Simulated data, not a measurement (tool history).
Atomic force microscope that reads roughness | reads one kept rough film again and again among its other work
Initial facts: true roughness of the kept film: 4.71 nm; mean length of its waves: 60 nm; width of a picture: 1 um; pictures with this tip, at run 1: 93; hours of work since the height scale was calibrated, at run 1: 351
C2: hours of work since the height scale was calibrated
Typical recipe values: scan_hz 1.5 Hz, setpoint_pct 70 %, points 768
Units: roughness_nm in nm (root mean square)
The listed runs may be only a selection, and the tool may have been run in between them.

Run 1, day 0: usual settings; pictures with this tip 93; C2 351. Result: roughness_nm 4.256 nm (root mean square).
Run 2, day 0.475: usual settings but points 352; pictures with this tip 108; C2 357. Result: roughness_nm 4.214 nm (root mean square).
Run 3, day 0.95: usual settings; pictures with this tip 123; C2 362. Result: roughness_nm 4.236 nm (root mean square).
Run 4, day 1.6: usual settings but scan_hz 2.19 Hz; pictures with this tip 144; C2 370. Result: roughness_nm 4.151 nm (root mean square).
Run 5, day 2.204: usual settings but scan_hz 2.19 Hz; pictures with this tip 163; C2 377. Result: roughness_nm 4.145 nm (root mean square).
Run 6, day 2.583: usual settings but points 524; pictures with this tip 175; C2 382. Result: roughness_nm 4.262 nm (root mean square).
Run 7, day 3.438: usual settings but scan_hz 0.96 Hz, points 775; pictures with this tip 202; C2 392. Result: roughness_nm 4.341 nm (root mean square).
Run 8, day 3.975: usual settings but scan_hz 0.96 Hz, points 775; pictures with this tip 219; C2 398. Result: roughness_nm 4.354 nm (root mean square).
Run 9, day 4.567: usual settings but scan_hz 0.96 Hz, setpoint_pct 90 %, points 283; pictures with this tip 238; C2 405. Result: roughness_nm 4.064 nm (root mean square).
Run 10, day 5.217: usual settings but points 349; pictures with this tip 258; C2 413. Result: roughness_nm 4.258 nm (root mean square).
Run 11, day 5.662: usual settings but scan_hz 0.79 Hz, setpoint_pct 61 %, points 471; pictures with this tip 273; C2 418. Result: roughness_nm 4.453 nm (root mean square).
Run 12, day 6.458: usual settings but scan_hz 2.48 Hz, setpoint_pct 67 %, points 831; pictures with this tip 298; C2 428. Result: roughness_nm 4.186 nm (root mean square).

Here are 3 independent what-if runs from the current tool condition. What would each one return?
Run A, day 7.162: usual settings but scan_hz 0.61 Hz, setpoint_pct 63 %, points 831; pictures with this tip 320; C2 436. Result: roughness_nm ?.
Run B, day 7.162: usual settings but setpoint_pct 83 %, points 311; pictures with this tip 320; C2 436. Result: roughness_nm ?.
Run C, day 7.162: usual settings but scan_hz 3.68 Hz, setpoint_pct 67 %, points 831; pictures with this tip 320; C2 436. Result: roughness_nm ?.

run  roughness_nm
  A         4.486
  B         4.043
  C         4.017
With no hidden state in the tool, these same runs would have given:
run  roughness_nm
  A         4.503
  B         4.058
  C         4.031
